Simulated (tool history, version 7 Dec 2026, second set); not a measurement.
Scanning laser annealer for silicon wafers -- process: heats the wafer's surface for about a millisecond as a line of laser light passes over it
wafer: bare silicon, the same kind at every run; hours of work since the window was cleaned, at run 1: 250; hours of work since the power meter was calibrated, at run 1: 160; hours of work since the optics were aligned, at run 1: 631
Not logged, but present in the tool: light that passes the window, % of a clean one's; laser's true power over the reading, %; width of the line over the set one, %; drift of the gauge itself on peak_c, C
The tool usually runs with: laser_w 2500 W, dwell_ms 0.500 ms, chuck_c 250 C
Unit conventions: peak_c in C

run,day,laser_w,dwell_ms,chuck_c,hours of work since the window was cleaned,hours of work since the power meter was calibrated,hours of work since the optics were aligned,peak_c
1,0.000,2500,0.500,250,250,160,631,966
2,0.362,2615,0.500,250,257,167,638,1005
3,0.738,2615,0.500,250,264,174,645,1005
4,1.046,2154,0.500,250,270,179,650,843
5,1.429,2154,0.500,250,277,186,658,839
6,1.812,2154,0.500,250,284,194,665,837
7,2.250,2154,0.500,250,292,202,673,837
8,2.729,2500,0.395,250,301,211,682,885
9,3.062,2500,0.500,250,308,217,688,955
10,3.396,2500,0.500,273,314,223,694,975
11,3.608,2500,0.500,273,318,227,698,978
12,3.967,2500,0.500,273,325,234,705,972
# day 4.221: window over the wafer cleaned
13,4.317,2192,0.376,242,2,239,710,807
14,4.783,2192,0.376,242,11,248,719,801
15,5.138,2666,0.534,212,17,254,725,1048
16,5.571,2428,0.514,222,25,262,733,951
17,6.012,2428,0.514,222,34,271,742,949
18,6.471,2513,0.519,246,42,279,750,1008
19,6.988,2500,0.403,237,52,289,760,913
20,7.488,2571,0.358,257,61,298,769,917
21,8.000,2321,0.415,227,71,308,779,845
22,8.488,2327,0.455,227,80,317,788,875
23,8.846,2732,0.455,286,86,324,795,1071
24,9.104,2500,0.407,213,91,328,799,884

Here are 4 independent what-if runs from the current tool condition. What would each one return?
A,9.342,2500,0.500,230,96,333,804,?
B,9.342,2580,0.510,244,96,333,804,?
C,9.342,2500,0.585,252,96,333,804,?
D,9.342,2500,0.507,287,96,333,804,?

run,peak_c
A,967
B,1017
C,1041
D,1026
Without the tool's unlogged condition, the same runs would have read:
run,peak_c
A,1008
B,1060
C,1085
D,1068
